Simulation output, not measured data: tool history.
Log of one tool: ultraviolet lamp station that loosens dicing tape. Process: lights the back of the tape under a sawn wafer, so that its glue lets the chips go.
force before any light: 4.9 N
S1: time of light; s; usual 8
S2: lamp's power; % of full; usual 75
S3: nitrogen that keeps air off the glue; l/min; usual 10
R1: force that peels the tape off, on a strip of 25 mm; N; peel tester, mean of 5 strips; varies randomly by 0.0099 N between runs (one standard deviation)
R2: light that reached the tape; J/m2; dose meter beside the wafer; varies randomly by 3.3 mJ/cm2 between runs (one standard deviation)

run 1 hour=0.0 | S1=8 S2=75 S3=10 | R1=0.550 R2=4510
run 2 hour=21.5 | S1=10 S2=75 S3=10 | R1=0.386 R2=5660
run 3 hour=66.3 | S1=5 S2=75 S3=10 | R1=1.125 R2=2750
run 4 hour=112.8 | S1=9 S2=75 S3=10 | R1=0.463 R2=4990
run 5 hour=139.4 | S1=8 S2=75 S3=19 | R1=0.376 R2=4440
run 6 hour=172.6 | S1=9 S2=75 S3=4 | R1=0.858 R2=4890
run 7 hour=194.8 | S1=9 S2=75 S3=4 | R1=0.867 R2=4960
run 8 hour=217.1 | S1=9 S2=98 S3=4 | R1=0.551 R2=6380
-- hour=224.5 window cleaned of glue's vapour
run 9 hour=248.7 | S1=9 S2=98 S3=4 | R1=0.528 R2=6770
run 10 hour=295.5 | S1=5 S2=69 S3=3 | R1=2.041 R2=2630

Each row is a separate what-if for the run after 10, all from the same tool condition, not one after another. Results?
run A hour=337.9 | S1=13 S2=91 S3=5 | R1=? R2=?
run B hour=337.9 | S1=9 S2=75 S3=10 | R1=? R2=?
run C hour=337.9 | S1=8 S2=78 S3=12 | R1=? R2=?
run D hour=337.9 | S1=5 S2=69 S3=8 | R1=? R2=?

run=A R1=0.297 R2=8820
run=B R1=0.436 R2=5090
run=C R1=0.447 R2=4650
run=D R1=1.341 R2=2630
With no hidden state in the tool, these same runs would have given:
run=A R1=0.256 R2=10070
run=B R1=0.354 R2=5810
run=C R1=0.363 R2=5310
run=D R1=1.136 R2=3000
